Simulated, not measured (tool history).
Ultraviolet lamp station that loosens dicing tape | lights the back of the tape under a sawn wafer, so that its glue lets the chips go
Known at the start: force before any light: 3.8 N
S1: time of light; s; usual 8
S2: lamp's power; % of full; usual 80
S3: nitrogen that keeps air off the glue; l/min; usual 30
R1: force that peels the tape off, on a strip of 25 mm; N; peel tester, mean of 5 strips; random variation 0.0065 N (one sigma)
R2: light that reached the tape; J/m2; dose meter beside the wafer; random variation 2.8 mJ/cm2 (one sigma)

run 1 hour=0.0 | S1=8 S2=80 S3=30 | R1=0.293 R2=3530
run 2 hour=59.7 | S1=8 S2=80 S3=30 | R1=0.312 R2=3550
run 3 hour=132.2 | S1=10 S2=80 S3=30 | R1=0.249 R2=4270
run 4 hour=169.4 | S1=8 S2=80 S3=10 | R1=0.547 R2=3410
run 5 hour=235.6 | S1=8 S2=80 S3=30 | R1=0.319 R2=3340
run 6 hour=301.4 | S1=8 S2=80 S3=30 | R1=0.323 R2=3330
-- hour=305.2 window cleaned of glue's vapour
run 7 hour=369.6 | S1=8 S2=80 S3=30 | R1=0.333 R2=3240
run 8 hour=436.9 | S1=8 S2=80 S3=30 | R1=0.346 R2=3190
run 9 hour=485.1 | S1=8 S2=80 S3=30 | R1=0.340 R2=3060
-- hour=540.8 window cleaned of glue's vapour, once more
run 10 hour=554.6 | S1=15 S2=80 S3=30 | R1=0.213 R2=6900
run 11 hour=605.2 | S1=15 S2=80 S3=30 | R1=0.221 R2=6720
run 12 hour=657.6 | S1=8 S2=75 S3=30 | R1=0.321 R2=3360
run 13 hour=691.0 | S1=8 S2=75 S3=30 | R1=0.329 R2=3430
run 14 hour=729.4 | S1=4 S2=80 S3=30 | R1=0.774 R2=1760
run 15 hour=781.6 | S1=4 S2=80 S3=30 | R1=0.748 R2=1750
run 16 hour=815.3 | S1=4 S2=80 S3=30 | R1=0.780 R2=1740
run 17 hour=853.4 | S1=8 S2=80 S3=30 | R1=0.300 R2=3500
run 18 hour=891.4 | S1=8 S2=62 S3=30 | R1=0.430 R2=2670
run 19 hour=963.3 | S1=8 S2=68 S3=30 | R1=0.386 R2=2910
run 20 hour=997.7 | S1=8 S2=68 S3=30 | R1=0.403 R2=2900
run 21 hour=1047.5 | S1=8 S2=68 S3=30 | R1=0.388 R2=2840
run 22 hour=1084.3 | S1=8 S2=68 S3=30 | R1=0.400 R2=2810
run 23 hour=1154.7 | S1=14 S2=64 S3=30 | R1=0.251 R2=4610
run 24 hour=1184.7 | S1=16 S2=80 S3=11 | R1=0.253 R2=6560
run 25 hour=1231.3 | S1=8 S2=80 S3=17 | R1=0.446 R2=3170
run 26 hour=1264.7 | S1=8 S2=70 S3=30 | R1=0.405 R2=2760
-- hour=1319.1 window cleaned of glue's vapour
run 27 hour=1319.9 | S1=8 S2=70 S3=30 | R1=0.359 R2=3060
run 28 hour=1353.9 | S1=4 S2=80 S3=15 | R1=1.090 R2=1710
run 29 hour=1408.2 | S1=4 S2=80 S3=15 | R1=1.085 R2=1750
run 30 hour=1443.4 | S1=5 S2=100 S3=15 | R1=0.640 R2=2680
run 31 hour=1513.6 | S1=5 S2=100 S3=15 | R1=0.652 R2=2660
run 32 hour=1553.3 | S1=5 S2=99 S3=35 | R1=0.417 R2=2610
run 33 hour=1606.5 | S1=12 S2=91 S3=30 | R1=0.224 R2=5650
run 34 hour=1642.5 | S1=4 S2=73 S3=30 | R1=0.956 R2=1470
run 35 hour=1694.7 | S1=4 S2=100 S3=10 | R1=1.090 R2=2080
run 36 hour=1731.3 | S1=8 S2=77 S3=30 | R1=0.354 R2=3060
run 37 hour=1796.5 | S1=6 S2=76 S3=26 | R1=0.602 R2=2270
run 38 hour=1829.9 | S1=5 S2=87 S3=30 | R1=0.579 R2=2090
run 39 hour=1880.8 | S1=4 S2=81 S3=30 | R1=0.872 R2=1590
run 40 hour=1934.4 | S1=5 S2=95 S3=30 | R1=0.524 R2=2320
run 41 hour=1990.6 | S1=5 S2=95 S3=15 | R1=0.787 R2=2260
run 42 hour=2048.4 | S1=5 S2=95 S3=15 | R1=0.797 R2=2260
-- hour=2095.3 window cleaned of glue's vapour
run 43 hour=2095.3 | S1=8 S2=84 S3=27 | R1=0.317 R2=3510
run 44 hour=2158.1 | S1=8 S2=88 S3=60 | R1=0.249 R2=3650

Hidden state or all else? Some run-to-run changes of R1, split into what the settings, what came in and random variation would give without the hidden state, and what is left for the hidden state (with any gauge scatter that isn't in both results):
The hidden state here: lamp's light, % of a new lamp's; light that the window lets through, % of a clean one's; drift of the gauge itself on peel_n, %; drift of the gauge itself on dose_mj_cm2, %.
Run 27 -> 28: S1 8 -> 4, S2 70 -> 80, S3 30 -> 15. R1 +0.731 N: hidden state +0.104, all else +0.627.
Run 33 -> 34: S1 12 -> 4, S2 91 -> 73. R1 +0.732 N: hidden state +0.194, all else +0.538.
Run 35 -> 36: S1 4 -> 8, S2 100 -> 77, S3 10 -> 30. R1 -0.736 N: hidden state -0.158, all else -0.578.
Run 42 -> 43: S1 5 -> 8, S2 95 -> 84, S3 15 -> 27, window cleaned of glue's vapour. R1 -0.480 N: hidden state -0.198, all else -0.282.

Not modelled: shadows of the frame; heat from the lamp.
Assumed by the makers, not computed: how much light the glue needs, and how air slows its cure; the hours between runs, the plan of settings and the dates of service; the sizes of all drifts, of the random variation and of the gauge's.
